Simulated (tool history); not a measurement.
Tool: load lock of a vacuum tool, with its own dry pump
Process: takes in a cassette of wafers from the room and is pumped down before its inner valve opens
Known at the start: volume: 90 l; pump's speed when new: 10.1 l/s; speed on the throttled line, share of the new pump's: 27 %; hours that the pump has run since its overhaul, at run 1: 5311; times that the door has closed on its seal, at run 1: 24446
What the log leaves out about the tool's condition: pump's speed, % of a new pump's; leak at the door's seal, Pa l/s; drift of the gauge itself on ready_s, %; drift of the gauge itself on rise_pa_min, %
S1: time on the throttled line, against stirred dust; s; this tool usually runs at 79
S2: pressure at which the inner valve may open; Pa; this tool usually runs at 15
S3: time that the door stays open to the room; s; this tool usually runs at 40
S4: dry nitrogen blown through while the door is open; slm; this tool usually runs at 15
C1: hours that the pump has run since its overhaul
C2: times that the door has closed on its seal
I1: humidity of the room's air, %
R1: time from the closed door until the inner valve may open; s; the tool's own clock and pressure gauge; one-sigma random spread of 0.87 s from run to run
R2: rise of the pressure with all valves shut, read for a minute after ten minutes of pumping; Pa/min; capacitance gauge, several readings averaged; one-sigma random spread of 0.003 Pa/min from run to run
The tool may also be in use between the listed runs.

run	hour	S1	S2	S3	S4	C1	C2	I1	R1	R2
1	0.0	79	15	40	15	5311	24446	46.3	141.3	0.063
2	129.0	79	15	40	15	5440	24915	43.1	140.6	0.058
3	278.9	79	15	40	15	5590	25459	45.9	139.9	0.060
4	413.9	79	15	40	10	5725	25950	43.3	140.0	0.067
5	579.0	79	15	40	10	5890	26550	46.3	140.5	0.064
6	768.8	79	24	40	15	6080	27239	47.8	135.7	0.062
7	979.9	79	24	40	15	6291	28007	44.5	135.9	0.067
8	1134.4	79	24	40	15	6446	28568	44.8	135.3	0.065
9	1241.5	70	24	40	15	6553	28957	45.5	129.8	0.070
10	1390.3	70	24	40	15	6702	29498	46.0	129.4	0.071
11	1490.8	70	24	40	15	6802	29863	42.0	129.8	0.065
12	1616.9	70	24	40	15	6928	30321	49.0	130.5	0.074
13	1714.6	70	24	40	36	7026	30676	43.6	128.4	0.053
14	1845.3	93	12	48	42	7157	31151	45.9	153.3	0.059
15	1981.4	93	12	48	42	7293	31646	48.7	153.0	0.068
16	2186.6	93	12	48	42	7498	32391	40.7	153.6	0.053
17	2309.0	93	12	48	42	7620	32836	46.0	153.2	0.063
18	2421.5	84	10	40	15	7733	33245	45.3	147.5	0.069
19	2625.6	79	15	40	38	7937	33986	44.3	139.9	0.061
20	2759.2	79	13	75	16	8071	34472	46.5	143.1	0.082
21	2959.9	45	15	40	20	8271	35201	48.2	117.6	0.074
22	3072.9	45	15	40	20	8384	35612	42.3	118.0	0.078
23	3243.5	45	15	40	6	8555	36232	40.9	116.4	0.085

What if the next run were any one of these 3? Each begins from the tool's condition after run 23:
A	3368.7	79	29	40	31	8680	36687	45.5	?	?
B	3368.7	45	13	150	10	8680	36687	44.9	?	?
C	3368.7	88	19	221	15	8680	36687	44.6	?	?

run	R1	R2
A	134.3	0.074
B	119.0	0.102
C	143.7	0.107
What these runs would have given with no unlogged condition in the tool:
run	R1	R2
A	129.6	0.030
B	112.6	0.057
C	139.0	0.063
